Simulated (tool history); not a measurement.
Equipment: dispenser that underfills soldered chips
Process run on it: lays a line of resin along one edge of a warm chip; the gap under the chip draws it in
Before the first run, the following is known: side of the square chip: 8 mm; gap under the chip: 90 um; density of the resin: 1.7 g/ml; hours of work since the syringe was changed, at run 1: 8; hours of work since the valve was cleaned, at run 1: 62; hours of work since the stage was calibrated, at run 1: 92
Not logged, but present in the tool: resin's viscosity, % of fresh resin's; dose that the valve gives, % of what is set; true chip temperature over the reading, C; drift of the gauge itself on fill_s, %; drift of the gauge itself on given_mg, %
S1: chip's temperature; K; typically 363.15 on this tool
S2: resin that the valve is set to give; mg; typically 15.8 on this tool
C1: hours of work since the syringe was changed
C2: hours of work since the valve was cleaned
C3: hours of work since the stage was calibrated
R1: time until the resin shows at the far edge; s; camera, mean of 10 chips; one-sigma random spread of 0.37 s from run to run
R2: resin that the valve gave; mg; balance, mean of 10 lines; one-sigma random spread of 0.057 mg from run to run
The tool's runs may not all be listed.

run   hour      S1    S2  C1  C2   C3    R1     R2
  1    0.0  363.15  15.8   8  62   92  33.7  15.29
  2    3.3  363.15  15.8  11  65   94  39.9  15.27
       4.9  -- new syringe of resin
  3    9.3  363.15  15.8   3  70   99  24.3  15.16
  4   13.1  363.15  15.8   7  73  102  30.3  15.07
  5   16.7  363.15  14.0   9  75  105  36.6  13.38
      19.8  -- new syringe of resin
  6   19.8  363.15  14.0   0  78  107  21.4  13.31
  7   23.5  363.15  16.4   3  81  110  25.3  15.60
  8   26.2  367.15  15.8   5  83  112  23.5  15.16
  9   30.6  367.15  15.8   9  86  116  29.4  15.06
      34.7  -- new syringe of resin
 10   36.7  367.15  15.8   2  91  120  19.1  15.04
      39.0  -- dispensing valve cleaned and set on the balance
 11   43.3  367.15  15.8   6   3  125  25.2  15.78
 12   48.9  367.15  15.8  10   8  129  32.3  15.83
      50.6  -- new syringe of resin
 13   55.0  367.15  15.8   3  12  134  21.8  15.65
 14   59.3  358.15  15.8   7  16  137  37.8  15.70
 15   63.6  363.15  15.8  10  19  140  38.4  15.64
      65.8  -- new syringe of resin
 16   66.5  363.15  15.8   1  21  143  21.3  15.68
 17   71.5  363.15  15.8   5  25  147  27.2  15.66
 18   76.3  363.15  15.8   8  29  150  34.6  15.51
 19   79.2  368.15  16.3  11  31  153  31.5  16.00
      80.7  -- new syringe of resin
 20   85.3  368.15  16.3   4  36  157  20.2  16.09
 21   90.5  361.15  17.9   8  40  161  33.8  17.64
 22   93.6  363.15  17.5  10  43  164  36.7  17.13
      95.6  -- new syringe of resin
 23   97.8  363.15  17.5   2  46  167  22.8  17.13
 24  102.2  371.15  17.5   5  49  170  20.3  17.09
 25  107.8  354.15  17.6  10  54  175  52.8  17.03
     110.6  -- new syringe of resin
 26  111.6  357.15  17.4   1  56  178  27.3  16.94
 27  117.2  350.15  16.6   5  61  182  48.4  16.07
 28  120.7  355.15  15.3   8  64  185  45.2  14.87
     125.4  -- new syringe of resin
 29  126.1  359.15  16.1   1  68  189  24.5  15.53
 30  131.4  366.15  16.9   5  72  193  23.7  16.24
 31  134.0  366.15  13.6   7  74  195  27.9  13.02

For some of the steps in R1 from one run to the next: how much would appear even if the tool had no hidden state, given the settings, what came in and random variation, and how much remains for the hidden state plus any gauge scatter that the measured result and the result without hidden state don't share?
Run 15 -> 16: new syringe of resin. R1 -17.1 s: hidden state -17.0, all else -0.1.
Run 24 -> 25: S1 371.15 -> 354.15, S2 17.5 -> 17.6. R1 +32.5 s: hidden state +16.9, all else +15.6.
Run 25 -> 26: S1 354.15 -> 357.15, S2 17.6 -> 17.4, new syringe of resin. R1 -25.5 s: hidden state -21.4, all else -4.1.
Run 26 -> 27: S1 357.15 -> 350.15, S2 17.4 -> 16.6. R1 +21.1 s: hidden state +11.2, all else +9.9.
